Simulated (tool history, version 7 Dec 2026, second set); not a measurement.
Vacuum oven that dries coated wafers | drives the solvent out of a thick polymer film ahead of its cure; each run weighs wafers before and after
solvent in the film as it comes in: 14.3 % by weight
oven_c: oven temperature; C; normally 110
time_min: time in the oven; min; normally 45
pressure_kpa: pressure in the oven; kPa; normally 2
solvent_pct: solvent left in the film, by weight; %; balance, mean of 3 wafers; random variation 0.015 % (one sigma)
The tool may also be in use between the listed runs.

Run 1, day 0: usual settings. Result: solvent_pct 1.18 %.
Run 2, day 3.15: usual settings. Result: solvent_pct 1.18 %.
Run 3, day 5.1: usual settings. Result: solvent_pct 1.18 %.
Run 4, day 6.425: usual settings. Result: solvent_pct 1.2 %.
Run 5, day 8.296: usual settings but pressure_kpa 5.49 kPa. Result: solvent_pct 2.45 %.
Run 6, day 10.433: usual settings but pressure_kpa 5.49 kPa. Result: solvent_pct 2.44 %.
Run 7, day 12.854: usual settings but pressure_kpa 5.49 kPa. Result: solvent_pct 2.44 %.
Run 8, day 15.029: usual settings but pressure_kpa 5.49 kPa. Result: solvent_pct 2.45 %.
Run 9, day 16.95: usual settings but oven_c 103 C. Result: solvent_pct 1.89 %.
Run 10, day 18.35: usual settings but time_min 26 min. Result: solvent_pct 2.53 %.
At day 18.883: oven's thermocouples calibrated.
Run 11, day 21.362: usual settings but time_min 26 min, pressure_kpa 1.69 kPa. Result: solvent_pct 2.17 %.
Run 12, day 24.479: usual settings but oven_c 105 C, time_min 26 min, pressure_kpa 1.69 kPa. Result: solvent_pct 2.88 %.
Run 13, day 26.992: usual settings but pressure_kpa 1.86 kPa. Result: solvent_pct 1.03 %.
Run 14, day 29.158: usual settings but pressure_kpa 1.86 kPa. Result: solvent_pct 1.04 %.
Run 15, day 31.854: usual settings but pressure_kpa 5.46 kPa. Result: solvent_pct 2.24 %.
Run 16, day 33.338: usual settings but pressure_kpa 5.46 kPa. Result: solvent_pct 2.25 %.
Run 17, day 36.125: usual settings but pressure_kpa 5.46 kPa. Result: solvent_pct 2.3 %.
Run 18, day 38.621: usual settings but pressure_kpa 4.24 kPa. Result: solvent_pct 1.86 %.
Run 19, day 40.483: usual settings but oven_c 114 C, pressure_kpa 4.24 kPa. Result: solvent_pct 1.55 %.
Run 20, day 43.367: usual settings but oven_c 114 C, time_min 61 min, pressure_kpa 4.24 kPa. Result: solvent_pct 1.38 %.
Run 21, day 45.229: usual settings but pressure_kpa 3.87 kPa. Result: solvent_pct 1.76 %.
Run 22, day 46.733: usual settings but oven_c 98 C. Result: solvent_pct 2.41 %.
Run 23, day 48.617: usual settings but oven_c 121 C. Result: solvent_pct 0.6 %.
Run 24, day 50.062: usual settings but oven_c 121 C. Result: solvent_pct 0.63 %.
Run 25, day 51.829: usual settings but oven_c 114 C, time_min 33 min, pressure_kpa 1.41 kPa. Result: solvent_pct 1.16 %.
Run 26, day 53.483: usual settings but oven_c 97 C, time_min 33 min, pressure_kpa 2.68 kPa. Result: solvent_pct 3.92 %.
Run 27, day 55.708: usual settings but oven_c 107 C. Result: solvent_pct 1.43 %.
Run 28, day 58.417: usual settings but oven_c 107 C, time_min 39 min, pressure_kpa 6.09 kPa. Result: solvent_pct 3.21 %.
Run 29, day 59.8: usual settings but oven_c 116 C, time_min 39 min, pressure_kpa 5.37 kPa. Result: solvent_pct 1.92 %.
Run 30, day 62.054: usual settings but oven_c 117 C, time_min 44 min, pressure_kpa 2.67 kPa. Result: solvent_pct 0.98 %.
Run 31, day 64.488: usual settings but oven_c 98 C, time_min 76 min, pressure_kpa 1.8 kPa. Result: solvent_pct 1.38 %.
Run 32, day 66.933: usual settings but oven_c 112 C, time_min 41 min, pressure_kpa 7.4 kPa. Result: solvent_pct 2.93 %.
Run 33, day 68.6: usual settings but oven_c 108 C, time_min 54 min, pressure_kpa 7.4 kPa. Result: solvent_pct 3.18 %.
Run 34, day 70.262: usual settings but oven_c 100 C, time_min 40 min, pressure_kpa 1.95 kPa. Result: solvent_pct 2.57 %.
Run 35, day 72.038: usual settings but oven_c 109 C, time_min 52 min, pressure_kpa 2.15 kPa. Result: solvent_pct 1.16 %.
Run 36, day 73.633: usual settings but oven_c 109 C, time_min 52 min, pressure_kpa 2.15 kPa. Result: solvent_pct 1.17 %.
Run 37, day 75.396: usual settings but oven_c 107 C, time_min 46 min. Result: solvent_pct 1.45 %.
Run 38, day 77.179: usual settings but oven_c 121 C, time_min 73 min, pressure_kpa 1.53 kPa. Result: solvent_pct 0.44 %.
Run 39, day 80.133: usual settings but oven_c 121 C, time_min 73 min, pressure_kpa 1.53 kPa. Result: solvent_pct 0.45 %.
Run 40, day 81.562: usual settings but oven_c 117 C, time_min 29 min, pressure_kpa 1.49 kPa. Result: solvent_pct 1.28 %.
Run 41, day 83.467: usual settings but oven_c 117 C, time_min 35 min, pressure_kpa 3.51 kPa. Result: solvent_pct 1.51 %.
At day 84.117: oven's thermocouples calibrated.
Run 42, day 86.721: usual settings but time_min 40 min, pressure_kpa 5.82 kPa. Result: solvent_pct 2.6 %.
Run 43, day 88.754: usual settings but time_min 40 min, pressure_kpa 5.82 kPa. Result: solvent_pct 2.57 %.
At day 89.929: vacuum gauge cleaned of residue and calibrated.
Run 44, day 91.454: usual settings but time_min 40 min, pressure_kpa 5.82 kPa. Result: solvent_pct 2.57 %.
Run 45, day 94.354: usual settings but oven_c 115 C, time_min 75 min, pressure_kpa 3.84 kPa. Result: solvent_pct 1.18 %.
Run 46, day 96.754: usual settings but oven_c 107 C, time_min 70 min, pressure_kpa 3.86 kPa. Result: solvent_pct 1.61 %.

Alternative continuations, all from the tool just after run 46; predict every row:
Run A, day 99.004: usual settings but oven_c 118 C, time_min 70 min, pressure_kpa 3.7 kPa. Result: solvent_pct ?.
Run B, day 99.004: usual settings but oven_c 107 C, time_min 24 min, pressure_kpa 3.86 kPa. Result: solvent_pct ?.
Run C, day 99.004: usual settings but oven_c 125 C. Result: solvent_pct ?.
Run D, day 99.004: usual settings but oven_c 100 C, time_min 74 min, pressure_kpa 3.86 kPa. Result: solvent_pct ?.

run  solvent_pct
  A         0.99
  B         3.69
  C         0.48
  D         2.18
With the hidden condition removed and each run's random variation left untouched, the same runs would have given:
run  solvent_pct
  A         0.97
  B         3.59
  C         0.46
  D         2.12
